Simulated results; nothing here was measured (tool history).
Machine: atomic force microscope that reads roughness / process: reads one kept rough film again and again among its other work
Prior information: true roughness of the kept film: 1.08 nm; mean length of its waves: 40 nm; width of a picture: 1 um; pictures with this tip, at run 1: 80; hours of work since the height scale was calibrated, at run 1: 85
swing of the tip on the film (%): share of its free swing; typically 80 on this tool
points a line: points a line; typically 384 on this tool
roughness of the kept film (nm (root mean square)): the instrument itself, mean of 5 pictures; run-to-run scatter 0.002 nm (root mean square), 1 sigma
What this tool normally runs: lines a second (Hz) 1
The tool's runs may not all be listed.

| run | day | lines a second (Hz) | swing of the tip on the film (%) | points a line | pictures with this tip | hours of work since the height scale was calibrated | roughness of the kept film (nm (root mean square)) |
|---|---|---|---|---|---|---|---|
| 1 | 0 | 1 | 80 | 384 | 80 | 85 | 1.008 |
| 2 | 0.246 | 1 | 80 | 384 | 92 | 90 | 1.006 |
| 3 | 0.571 | 1 | 80 | 384 | 109 | 96 | 1.001 |
| 4 | 0.862 | 1 | 80 | 384 | 124 | 101 | 0.997 |
| 5 | 1.042 | 1 | 80 | 466 | 133 | 105 | 0.999 |
| 6 | 1.267 | 1 | 80 | 384 | 144 | 109 | 0.999 |
|  | 1.417 | new tip fitted |
| 7 | 1.662 | 1 | 80 | 660 | 13 | 116 | 1.024 |
| 8 | 2.029 | 1 | 80 | 660 | 31 | 123 | 1.013 |
| 9 | 2.383 | 1 | 88 | 384 | 49 | 129 | 0.996 |
| 10 | 2.662 | 1 | 88 | 384 | 63 | 134 | 0.992 |
| 11 | 2.833 | 1 | 88 | 384 | 72 | 138 | 0.994 |
| 12 | 3.042 | 1 | 88 | 384 | 83 | 142 | 0.989 |
| 13 | 3.433 | 1 | 88 | 384 | 102 | 149 | 0.985 |
| 14 | 3.817 | 1 | 88 | 384 | 122 | 156 | 0.984 |
| 15 | 4.075 | 1 | 88 | 384 | 135 | 161 | 0.98 |
| 16 | 4.254 | 1 | 88 | 384 | 144 | 164 | 0.981 |
|  | 4.412 | new tip fitted |
| 17 | 4.629 | 1 | 88 | 384 | 11 | 171 | 1.002 |
| 18 | 4.946 | 1 | 88 | 384 | 27 | 177 | 0.998 |
| 19 | 5.329 | 0.86 | 80 | 384 | 46 | 184 | 1.013 |
| 20 | 5.658 | 0.86 | 80 | 837 | 63 | 190 | 1.022 |
| 21 | 5.854 | 0.86 | 80 | 837 | 73 | 193 | 1.017 |
| 22 | 6.067 | 1 | 80 | 384 | 83 | 197 | 1.007 |
| 23 | 6.392 | 1.87 | 80 | 282 | 100 | 203 | 0.967 |
| 24 | 6.662 | 0.78 | 80 | 384 | 114 | 208 | 1.013 |
| 25 | 6.862 | 0.78 | 80 | 384 | 124 | 212 | 1.01 |
| 26 | 7.104 | 0.78 | 80 | 384 | 136 | 217 | 1.005 |
|  | 7.4 | new tip fitted |
| 27 | 7.496 | 2.41 | 56 | 384 | 4 | 224 | 1.037 |
| 28 | 7.725 | 2.41 | 56 | 384 | 16 | 228 | 1.035 |
| 29 | 7.958 | 1.79 | 66 | 384 | 28 | 232 | 1.024 |
| 30 | 8.196 | 2.51 | 75 | 435 | 40 | 237 | 0.98 |
| 31 | 8.454 | 2.51 | 86 | 936 | 53 | 241 | 0.929 |
| 32 | 8.617 | 2.51 | 86 | 936 | 61 | 244 | 0.928 |
| 33 | 8.979 | 1.05 | 62 | 384 | 80 | 251 | 1.031 |
| 34 | 9.154 | 1.05 | 62 | 384 | 88 | 254 | 1.035 |
| 35 | 9.496 | 1.28 | 62 | 384 | 106 | 261 | 1.023 |
| 36 | 9.758 | 1.28 | 62 | 384 | 119 | 266 | 1.022 |
| 37 | 10.033 | 1.28 | 62 | 384 | 133 | 271 | 1.021 |
| 38 | 10.217 | 1 | 80 | 426 | 142 | 274 | 0.998 |
|  | 10.412 | new tip fitted |
| 39 | 10.612 | 1 | 80 | 426 | 10 | 281 | 1.022 |
| 40 | 10.833 | 0.72 | 82 | 799 | 21 | 285 | 1.031 |
| 41 | 11.221 | 0.72 | 82 | 799 | 41 | 292 | 1.025 |
| 42 | 11.404 | 1.95 | 58 | 449 | 50 | 296 | 1.031 |
| 43 | 11.688 | 1.85 | 64 | 297 | 64 | 301 | 1.019 |
| 44 | 12.075 | 2.6 | 89 | 608 | 84 | 308 | 0.903 |

Hidden state at the last listed run before each entry between runs and at the first one after, where it differs:
Run 6 -> run 7: new tip fitted (day 1.417)
  radius of the tip, nm: 14.2 -> 5.8; height scale over the true one, %: 0.06 -> 0.07
  measured less the result without the state, roughness of the kept film (nm (root mean square)): -0.024 -> -0.002
Run 16 -> run 17: new tip fitted (day 4.412)
  radius of the tip, nm: 14.4 -> 5.9
  measured less the result without the state, roughness of the kept film (nm (root mean square)): -0.023 -> -0.001
Run 26 -> run 27: new tip fitted (day 7.4)
  radius of the tip, nm: 13.9 -> 5.5
  measured less the result without the state, roughness of the kept film (nm (root mean square)): -0.022 -> +0
Run 38 -> run 39: new tip fitted (day 10.412)
  radius of the tip, nm: 14.2 -> 6; height scale over the true one, %: 0.16 -> 0.17
  measured less the result without the state, roughness of the kept film (nm (root mean square)): -0.023 -> -0.001
